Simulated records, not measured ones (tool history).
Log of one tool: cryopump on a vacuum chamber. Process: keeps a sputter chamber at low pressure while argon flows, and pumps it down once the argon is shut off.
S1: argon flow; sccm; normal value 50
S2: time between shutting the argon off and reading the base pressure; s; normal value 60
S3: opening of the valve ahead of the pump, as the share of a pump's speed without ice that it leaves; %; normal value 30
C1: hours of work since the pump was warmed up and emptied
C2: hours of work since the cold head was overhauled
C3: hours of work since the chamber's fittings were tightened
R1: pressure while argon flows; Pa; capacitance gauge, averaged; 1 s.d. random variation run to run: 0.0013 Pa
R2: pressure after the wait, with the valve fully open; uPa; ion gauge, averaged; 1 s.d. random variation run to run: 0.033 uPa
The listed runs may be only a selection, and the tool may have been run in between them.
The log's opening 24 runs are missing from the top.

| run | hour | S1 | S2 | S3 | C1 | C2 | C3 | R1 | R2 |
|---|---|---|---|---|---|---|---|---|---|
| 25 | 2202.4 | 44 | 80 | 27 | 436 | 1627 | 1829 | 0.3034 | 3.19 |
| 26 | 2313.7 | 39 | 96 | 27 | 498 | 1689 | 1891 | 0.2718 | 3.00 |
| 27 | 2390.7 | 39 | 96 | 47 | 541 | 1732 | 1934 | 0.1628 | 3.14 |
| 28 | 2477.4 | 39 | 96 | 47 | 589 | 1780 | 1982 | 0.1644 | 3.17 |
| 29 | 2539.8 | 39 | 96 | 47 | 624 | 1815 | 2016 | 0.1649 | 3.27 |
| 30 | 2638.6 | 45 | 60 | 30 | 679 | 1869 | 2071 | 0.2886 | 3.84 |
| 31 | 2754.9 | 45 | 88 | 50 | 743 | 1934 | 2136 | 0.1834 | 3.62 |
| 32 | 2816.0 | 45 | 88 | 50 | 777 | 1968 | 2170 | 0.1851 | 3.52 |
| 33 | 2917.0 | 45 | 88 | 46 | 833 | 2024 | 2226 | 0.1999 | 3.68 |

Predict each of these 5 candidate next runs independently; none follows another, all start after run 33:
| A | 2989.9 | 45 | 88 | 20 | 874 | 2065 | 2267 | ? | ? |
| B | 2989.9 | 45 | 239 | 46 | 874 | 2065 | 2267 | ? | ? |
| C | 2989.9 | 24 | 88 | 46 | 874 | 2065 | 2267 | ? | ? |
| D | 2989.9 | 68 | 263 | 43 | 874 | 2065 | 2267 | ? | ? |
| E | 2989.9 | 91 | 55 | 34 | 874 | 2065 | 2267 | ? | ? |

| run | R1 | R2 |
|---|---|---|
| A | 0.4325 | 3.89 |
| B | 0.2005 | 3.29 |
| C | 0.1083 | 3.80 |
| D | 0.3245 | 3.23 |
| E | 0.5335 | 4.44 |
What these runs would have given with no unlogged condition in the tool:
| run | R1 | R2 |
|---|---|---|
| A | 0.4073 | 1.34 |
| B | 0.1757 | 0.72 |
| C | 0.0948 | 1.28 |
| D | 0.2866 | 0.64 |
| E | 0.4829 | 1.90 |
